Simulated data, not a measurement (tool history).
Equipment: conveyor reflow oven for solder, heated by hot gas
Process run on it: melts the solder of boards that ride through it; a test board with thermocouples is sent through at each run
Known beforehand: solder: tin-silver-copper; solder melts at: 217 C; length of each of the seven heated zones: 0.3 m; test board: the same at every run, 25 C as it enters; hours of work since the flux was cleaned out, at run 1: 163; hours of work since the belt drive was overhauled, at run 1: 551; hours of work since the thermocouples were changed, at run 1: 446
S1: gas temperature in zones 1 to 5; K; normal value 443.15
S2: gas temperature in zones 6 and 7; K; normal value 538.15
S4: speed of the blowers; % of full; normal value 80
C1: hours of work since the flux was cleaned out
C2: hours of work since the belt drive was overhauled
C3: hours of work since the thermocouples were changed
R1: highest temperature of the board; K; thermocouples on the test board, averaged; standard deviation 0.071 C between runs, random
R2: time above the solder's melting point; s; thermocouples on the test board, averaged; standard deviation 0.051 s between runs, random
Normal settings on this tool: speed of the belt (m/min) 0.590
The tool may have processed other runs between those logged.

{"run": 1, "hour": 0.0, "S1": 443.15, "S2": 538.15, "speed of the belt (m/min)": 0.59, "S4": 80, "C1": 163, "C2": 551, "C3": 446, "R1": 525.28, "R2": 45.22}
{"run": 2, "hour": 47.2, "S1": 443.15, "S2": 538.15, "speed of the belt (m/min)": 0.6, "S4": 80, "C1": 198, "C2": 586, "C3": 481, "R1": 524.69, "R2": 44.08}
{"run": 3, "hour": 75.4, "S1": 443.15, "S2": 538.15, "speed of the belt (m/min)": 0.6, "S4": 80, "C1": 219, "C2": 606, "C3": 502, "R1": 524.83, "R2": 44.11}
{"run": 4, "hour": 113.7, "S1": 443.15, "S2": 538.15, "speed of the belt (m/min)": 0.542, "S4": 80, "C1": 248, "C2": 635, "C3": 530, "R1": 527.54, "R2": 51.15}
{"hour": 142.7, "done": "flux residue cleaned out of gas plates and filters"}
{"run": 5, "hour": 157.1, "S1": 452.15, "S2": 538.15, "speed of the belt (m/min)": 0.59, "S4": 80, "C1": 11, "C2": 663, "C3": 559, "R1": 526.72, "R2": 48.48}
{"run": 6, "hour": 187.9, "S1": 452.15, "S2": 538.15, "speed of the belt (m/min)": 0.59, "S4": 80, "C1": 33, "C2": 686, "C3": 581, "R1": 526.56, "R2": 48.43}
{"run": 7, "hour": 224.0, "S1": 452.15, "S2": 538.15, "speed of the belt (m/min)": 0.59, "S4": 80, "C1": 60, "C2": 713, "C3": 608, "R1": 526.57, "R2": 48.55}
{"run": 8, "hour": 266.4, "S1": 452.15, "S2": 538.15, "speed of the belt (m/min)": 0.59, "S4": 80, "C1": 92, "C2": 744, "C3": 640, "R1": 526.84, "R2": 48.48}
{"run": 9, "hour": 295.7, "S1": 452.15, "S2": 538.15, "speed of the belt (m/min)": 0.59, "S4": 80, "C1": 113, "C2": 766, "C3": 661, "R1": 526.68, "R2": 48.45}
{"hour": 313.0, "done": "belt drive overhauled, speed set with a stopwatch"}
{"run": 10, "hour": 348.5, "S1": 452.15, "S2": 538.15, "speed of the belt (m/min)": 0.59, "S4": 80, "C1": 149, "C2": 26, "C3": 697, "R1": 526.51, "R2": 48.4}
{"run": 11, "hour": 398.9, "S1": 428.15, "S2": 538.15, "speed of the belt (m/min)": 0.59, "S4": 80, "C1": 187, "C2": 64, "C3": 735, "R1": 523.27, "R2": 40.41}
{"run": 12, "hour": 425.3, "S1": 443.15, "S2": 538.15, "speed of the belt (m/min)": 0.59, "S4": 80, "C1": 206, "C2": 83, "C3": 754, "R1": 525.37, "R2": 45.29}
{"run": 13, "hour": 476.0, "S1": 443.15, "S2": 538.15, "speed of the belt (m/min)": 0.59, "S4": 80, "C1": 244, "C2": 121, "C3": 792, "R1": 525.35, "R2": 45.23}
{"hour": 512.2, "done": "flux residue cleaned out of gas plates and filters"}
{"run": 14, "hour": 512.2, "S1": 443.15, "S2": 538.15, "speed of the belt (m/min)": 0.59, "S4": 80, "C1": 0, "C2": 144, "C3": 815, "R1": 525.42, "R2": 45.28}
{"hour": 550.2, "done": "thermocouples of zones 6 and 7 changed"}
{"run": 15, "hour": 561.3, "S1": 440.15, "S2": 528.15, "speed of the belt (m/min)": 0.627, "S4": 52, "C1": 35, "C2": 179, "C3": 8, "R1": 508.22, "R2": 27.6}
{"run": 16, "hour": 602.4, "S1": 437.15, "S2": 531.15, "speed of the belt (m/min)": 0.627, "S4": 52, "C1": 65, "C2": 209, "C3": 39, "R1": 509.95, "R2": 28.43}

Forecast run 17:
{"run": 17, "hour": 628.9, "S1": 430.15, "S2": 544.15, "speed of the belt (m/min)": 0.489, "S4": 64, "C1": 85, "C2": 229, "C3": 58, "R1": "?", "R2": "?"}

{"run 17": {"R1": 531.35, "R2": 55.16}}
Without the tool's hidden state the same run would have given R1 531.39 K, R2 55.18 s.
